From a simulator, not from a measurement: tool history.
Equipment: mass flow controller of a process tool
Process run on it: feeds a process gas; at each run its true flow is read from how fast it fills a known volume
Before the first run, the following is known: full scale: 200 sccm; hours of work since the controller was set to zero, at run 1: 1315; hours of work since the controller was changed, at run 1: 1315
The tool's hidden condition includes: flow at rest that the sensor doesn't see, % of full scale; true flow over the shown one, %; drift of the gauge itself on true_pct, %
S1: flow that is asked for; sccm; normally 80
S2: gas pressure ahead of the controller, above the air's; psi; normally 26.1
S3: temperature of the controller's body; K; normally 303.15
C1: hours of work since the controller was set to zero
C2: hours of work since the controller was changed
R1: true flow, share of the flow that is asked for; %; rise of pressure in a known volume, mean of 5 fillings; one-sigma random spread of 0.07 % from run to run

| run | hour | S1 | S2 | S3 | C1 | C2 | R1 |
|---|---|---|---|---|---|---|---|
| 1 | 0.0 | 80 | 26.1 | 303.15 | 1315 | 1315 | 99.09 |
| 2 | 312.1 | 80 | 26.1 | 303.15 | 1454 | 1454 | 99.00 |
| 3 | 711.5 | 80 | 26.1 | 303.15 | 1633 | 1633 | 99.02 |
| 4 | 1034.3 | 80 | 26.1 | 303.15 | 1778 | 1778 | 99.11 |
| 5 | 1407.5 | 80 | 26.1 | 303.15 | 1945 | 1945 | 99.05 |
| 6 | 1905.7 | 20 | 26.1 | 303.15 | 2168 | 2168 | 98.47 |
| 7 | 2275.6 | 195 | 26.1 | 303.15 | 2334 | 2334 | 100.10 |
| 8 | 2637.6 | 195 | 26.1 | 303.15 | 2496 | 2496 | 99.99 |

Run 9 is up next; what results do you expect?
| 9 | 3041.1 | 195 | 26.1 | 303.15 | 2677 | 2677 | ? |

Run 9 came out at R1 99.99 %.
Had the tool carried no hidden state, the very same run would have given R1 99.99 %.
